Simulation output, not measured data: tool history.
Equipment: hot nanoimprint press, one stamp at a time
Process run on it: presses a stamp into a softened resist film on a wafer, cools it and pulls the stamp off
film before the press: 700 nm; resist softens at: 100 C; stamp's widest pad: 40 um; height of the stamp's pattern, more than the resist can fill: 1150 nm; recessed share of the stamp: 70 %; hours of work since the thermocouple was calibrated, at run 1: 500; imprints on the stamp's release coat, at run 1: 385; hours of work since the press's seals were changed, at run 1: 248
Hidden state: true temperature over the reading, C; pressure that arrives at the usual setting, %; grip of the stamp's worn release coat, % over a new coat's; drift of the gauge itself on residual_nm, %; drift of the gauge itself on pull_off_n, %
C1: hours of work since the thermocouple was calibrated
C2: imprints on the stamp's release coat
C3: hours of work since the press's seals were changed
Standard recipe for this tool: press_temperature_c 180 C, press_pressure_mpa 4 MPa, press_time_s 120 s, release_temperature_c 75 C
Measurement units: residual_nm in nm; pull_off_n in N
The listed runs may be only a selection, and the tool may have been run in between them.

run 1 hour=0 | press_temperature_c=180 press_pressure_mpa=4 press_time_s=120 release_temperature_c=75 | C1=500 C2=385 C3=248 | residual_nm=294.1 pull_off_n=151
-- hour=23.3 plate thermocouple calibrated
run 2 hour=41.4 | press_temperature_c=175 press_pressure_mpa=4 press_time_s=120 release_temperature_c=75 | C1=13 C2=581 C3=275 | residual_nm=339.9 pull_off_n=161
run 3 hour=63.8 | press_temperature_c=175 press_pressure_mpa=4 press_time_s=120 release_temperature_c=75 | C1=29 C2=695 C3=291 | residual_nm=341.1 pull_off_n=158
run 4 hour=88.1 | press_temperature_c=175 press_pressure_mpa=4 press_time_s=120 release_temperature_c=75 | C1=46 C2=819 C3=309 | residual_nm=339.4 pull_off_n=163
run 5 hour=108.8 | press_temperature_c=175 press_pressure_mpa=4 press_time_s=120 release_temperature_c=75 | C1=61 C2=924 C3=324 | residual_nm=337.9 pull_off_n=155
run 6 hour=130.7 | press_temperature_c=175 press_pressure_mpa=4 press_time_s=120 release_temperature_c=75 | C1=77 C2=1036 C3=339 | residual_nm=340 pull_off_n=157
run 7 hour=164.7 | press_temperature_c=175 press_pressure_mpa=4 press_time_s=120 release_temperature_c=75 | C1=101 C2=1209 C3=364 | residual_nm=334 pull_off_n=169
run 8 hour=185.4 | press_temperature_c=175 press_pressure_mpa=4 press_time_s=85 release_temperature_c=75 | C1=116 C2=1315 C3=378 | residual_nm=375.8 pull_off_n=166
-- hour=214.8 stamp cleaned and given a new release coat
run 9 hour=216.7 | press_temperature_c=175 press_pressure_mpa=4 press_time_s=85 release_temperature_c=75 | C1=134 C2=10 C3=397 | residual_nm=378.6 pull_off_n=144
-- hour=250.8 plate thermocouple calibrated, once more
run 10 hour=256.6 | press_temperature_c=180 press_pressure_mpa=3.97 press_time_s=120 release_temperature_c=75 | C1=4 C2=198 C3=423 | residual_nm=307.1 pull_off_n=152
run 11 hour=279.2 | press_temperature_c=180 press_pressure_mpa=3.97 press_time_s=120 release_temperature_c=68 | C1=20 C2=313 C3=439 | residual_nm=306.4 pull_off_n=158
run 12 hour=305.2 | press_temperature_c=180 press_pressure_mpa=4 press_time_s=210 release_temperature_c=75 | C1=39 C2=446 C3=458 | residual_nm=246.3 pull_off_n=157
run 13 hour=327.3 | press_temperature_c=180 press_pressure_mpa=4 press_time_s=210 release_temperature_c=75 | C1=55 C2=558 C3=474 | residual_nm=247.3 pull_off_n=154
run 14 hour=359.4 | press_temperature_c=186 press_pressure_mpa=4 press_time_s=120 release_temperature_c=75 | C1=78 C2=721 C3=497 | residual_nm=246.7 pull_off_n=157
run 15 hour=396.9 | press_temperature_c=186 press_pressure_mpa=4 press_time_s=174 release_temperature_c=75 | C1=105 C2=913 C3=524 | residual_nm=210.5 pull_off_n=157
run 16 hour=439.2 | press_temperature_c=180 press_pressure_mpa=4 press_time_s=123 release_temperature_c=75 | C1=135 C2=1128 C3=554 | residual_nm=298 pull_off_n=170
run 17 hour=463 | press_temperature_c=180 press_pressure_mpa=4 press_time_s=123 release_temperature_c=75 | C1=152 C2=1250 C3=571 | residual_nm=300.5 pull_off_n=175
-- hour=505.2 stamp cleaned and given a new release coat
run 18 hour=507.8 | press_temperature_c=177 press_pressure_mpa=4 press_time_s=123 release_temperature_c=67 | C1=180 C2=13 C3=599 | residual_nm=331 pull_off_n=161
run 19 hour=541.6 | press_temperature_c=192 press_pressure_mpa=5.99 press_time_s=123 release_temperature_c=67 | C1=204 C2=186 C3=623 | residual_nm=159.9 pull_off_n=162
run 20 hour=573.3 | press_temperature_c=189 press_pressure_mpa=4 press_time_s=143 release_temperature_c=69 | C1=227 C2=347 C3=646 | residual_nm=204 pull_off_n=151
-- hour=611.6 press's hydraulic seals changed and the load cell set to zero
run 21 hour=625.1 | press_temperature_c=180 press_pressure_mpa=4 press_time_s=78 release_temperature_c=67 | C1=258 C2=570 C3=10 | residual_nm=346.7 pull_off_n=161
run 22 hour=658.6 | press_temperature_c=180 press_pressure_mpa=4 press_time_s=210 release_temperature_c=75 | C1=282 C2=741 C3=34 | residual_nm=238.9 pull_off_n=160
run 23 hour=680.1 | press_temperature_c=169 press_pressure_mpa=4.2 press_time_s=120 release_temperature_c=75 | C1=298 C2=851 C3=49 | residual_nm=429.6 pull_off_n=160
run 24 hour=703.4 | press_temperature_c=180 press_pressure_mpa=3.93 press_time_s=233 release_temperature_c=62 | C1=314 C2=969 C3=66 | residual_nm=229.9 pull_off_n=177
run 25 hour=742 | press_temperature_c=180 press_pressure_mpa=5.38 press_time_s=120 release_temperature_c=75 | C1=342 C2=1166 C3=93 | residual_nm=253.4 pull_off_n=166
run 26 hour=761.8 | press_temperature_c=178 press_pressure_mpa=5.38 press_time_s=120 release_temperature_c=68 | C1=356 C2=1267 C3=108 | residual_nm=274.8 pull_off_n=170
run 27 hour=793.3 | press_temperature_c=187 press_pressure_mpa=2.64 press_time_s=120 release_temperature_c=68 | C1=379 C2=1428 C3=130 | residual_nm=285.8 pull_off_n=170
-- hour=801.8 stamp cleaned and given a new release coat
run 28 hour=838.3 | press_temperature_c=180 press_pressure_mpa=4 press_time_s=110 release_temperature_c=74 | C1=407 C2=186 C3=158 | residual_nm=306.2 pull_off_n=151
run 29 hour=873.2 | press_temperature_c=180 press_pressure_mpa=3.79 press_time_s=233 release_temperature_c=81 | C1=432 C2=364 C3=183 | residual_nm=231.7 pull_off_n=144
run 30 hour=890.9 | press_temperature_c=180 press_pressure_mpa=3.79 press_time_s=115 release_temperature_c=81 | C1=444 C2=454 C3=196 | residual_nm=305.2 pull_off_n=142
run 31 hour=925.3 | press_temperature_c=180 press_pressure_mpa=4 press_time_s=168 release_temperature_c=77 | C1=469 C2=629 C3=221 | residual_nm=257.7 pull_off_n=154

Branching from run 31: 3 alternative next runs. What would each branch give?
run A hour=951.4 | press_temperature_c=180 press_pressure_mpa=3.51 press_time_s=230 release_temperature_c=77 | C1=488 C2=762 C3=239 | residual_nm=? pull_off_n=?
run B hour=951.4 | press_temperature_c=189 press_pressure_mpa=4 press_time_s=120 release_temperature_c=75 | C1=488 C2=762 C3=239 | residual_nm=? pull_off_n=?
run C hour=951.4 | press_temperature_c=176 press_pressure_mpa=4 press_time_s=159 release_temperature_c=69 | C1=488 C2=762 C3=239 | residual_nm=? pull_off_n=?

run=A residual_nm=240.6 pull_off_n=153
run=B residual_nm=215 pull_off_n=153
run=C residual_nm=305.1 pull_off_n=171
With no hidden state in the tool, these same runs would have given:
run=A residual_nm=250.4 pull_off_n=141
run=B residual_nm=222.5 pull_off_n=141
run=C residual_nm=317.3 pull_off_n=157
